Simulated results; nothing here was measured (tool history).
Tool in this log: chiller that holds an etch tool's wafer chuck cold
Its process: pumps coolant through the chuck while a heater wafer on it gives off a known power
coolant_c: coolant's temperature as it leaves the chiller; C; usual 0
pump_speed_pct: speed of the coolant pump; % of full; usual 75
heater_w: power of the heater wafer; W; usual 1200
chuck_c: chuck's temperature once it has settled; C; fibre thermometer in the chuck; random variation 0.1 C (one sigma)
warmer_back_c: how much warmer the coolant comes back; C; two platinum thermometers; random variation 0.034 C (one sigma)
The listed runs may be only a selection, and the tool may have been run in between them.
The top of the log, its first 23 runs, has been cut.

| run | hour | coolant_c | pump_speed_pct | heater_w | hours since the coolant was changed and the channels were flushed | hours since the pump was overhauled | hours since the chiller's thermometer was calibrated | chuck_c | warmer_back_c |
|---|---|---|---|---|---|---|---|---|---|
| 24 | 2113.9 | -5 | 68 | 1171 | 2240 | 3944 | 1332 | 7.5 | 6.28 |
| 25 | 2175.4 | -5 | 68 | 1171 | 2302 | 4005 | 1393 | 7.5 | 6.30 |
| 26 | 2233.8 | -9 | 73 | 688 | 2360 | 4064 | 1452 | -2.1 | 3.50 |
| 27 | 2298.4 | 0 | 91 | 1200 | 2425 | 4128 | 1516 | 10.5 | 4.74 |
| 28 | 2399.1 | 0 | 91 | 1200 | 2526 | 4229 | 1617 | 10.4 | 4.80 |
| 29 | 2519.1 | -2 | 100 | 1120 | 2646 | 4349 | 1737 | 7.1 | 4.07 |
| 30 | 2620.3 | 9 | 72 | 766 | 2747 | 4450 | 1838 | 17.1 | 3.91 |
| 31 | 2743.5 | 9 | 72 | 766 | 2870 | 4573 | 1961 | 17.1 | 3.92 |
| 32 | 2811.3 | -1 | 75 | 1200 | 2938 | 4641 | 2029 | 11.4 | 5.95 |

4 options for the next run, each taken on its own from the tool as it stands now. Forecast them:
| A | 2886.0 | -1 | 61 | 1033 | 3012 | 4716 | 2104 | ? | ? |
| B | 2886.0 | 1 | 85 | 1692 | 3012 | 4716 | 2104 | ? | ? |
| C | 2886.0 | 6 | 75 | 1786 | 3012 | 4716 | 2104 | ? | ? |
| D | 2886.0 | -1 | 86 | 754 | 3012 | 4716 | 2104 | ? | ? |

| run | chuck_c | warmer_back_c |
|---|---|---|
| A | 11.6 | 6.39 |
| B | 17.2 | 7.37 |
| C | 24.3 | 8.93 |
| D | 6.0 | 3.23 |
Without the tool's hidden state the same runs would have given:
| run | chuck_c | warmer_back_c |
|---|---|---|
| A | 9.4 | 5.72 |
| B | 14.4 | 6.60 |
| C | 21.2 | 7.99 |
| D | 4.6 | 2.89 |

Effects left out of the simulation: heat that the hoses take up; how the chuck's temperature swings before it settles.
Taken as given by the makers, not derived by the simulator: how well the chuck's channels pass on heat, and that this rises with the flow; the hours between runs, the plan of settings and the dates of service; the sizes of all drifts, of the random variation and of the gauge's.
